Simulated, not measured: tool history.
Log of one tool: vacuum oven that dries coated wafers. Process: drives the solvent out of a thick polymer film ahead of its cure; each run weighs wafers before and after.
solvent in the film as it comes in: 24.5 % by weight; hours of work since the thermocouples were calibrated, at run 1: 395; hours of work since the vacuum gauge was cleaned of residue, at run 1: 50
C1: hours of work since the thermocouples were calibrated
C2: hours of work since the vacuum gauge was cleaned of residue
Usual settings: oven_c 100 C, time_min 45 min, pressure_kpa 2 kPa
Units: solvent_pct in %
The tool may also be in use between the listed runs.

Run 1, hour 0: usual settings; C1 395; C2 50. Result: solvent_pct 6.24 %.
Run 2, hour 22.9: usual settings; C1 406; C2 61. Result: solvent_pct 6.27 %.
Run 3, hour 37: usual settings; C1 412; C2 67. Result: solvent_pct 6.23 %.
Run 4, hour 55.8: usual settings; C1 421; C2 76. Result: solvent_pct 6.41 %.
Run 5, hour 80.6: usual settings; C1 432; C2 87. Result: solvent_pct 6.16 %.
Run 6, hour 98.5: usual settings; C1 440; C2 95. Result: solvent_pct 6.26 %.
Run 7, hour 124.5: usual settings; C1 452; C2 107. Result: solvent_pct 6.45 %.
Run 8, hour 149.6: usual settings; C1 463; C2 118. Result: solvent_pct 6.43 %.
Run 9, hour 173.3: usual settings; C1 474; C2 129. Result: solvent_pct 6.32 %.
Run 10, hour 191.6: usual settings but time_min 23 min, pressure_kpa 1.31 kPa; C1 482; C2 137. Result: solvent_pct 10.37 %.
Run 11, hour 213.7: usual settings but time_min 29 min, pressure_kpa 7.97 kPa; C1 492; C2 147. Result: solvent_pct 13.28 %.

Hidden state or all else? Some run-to-run changes of solvent_pct, split into what the settings, what came in and random variation would give without the hidden state, and what is left for the hidden state (with any gauge scatter that isn't in both results):
The hidden state here: true wafer temperature over the reading, C; true pressure over the reading, kPa; drift of the gauge itself on solvent_pct, %.
Run 9 -> 10: time_min 45 -> 23, pressure_kpa 2 -> 1.31. solvent_pct +4.05 %: hidden state +0.01, all else +4.04.
Run 10 -> 11: time_min 23 -> 29, pressure_kpa 1.31 -> 7.97. solvent_pct +2.91 %: hidden state +0.08, all else +2.83.
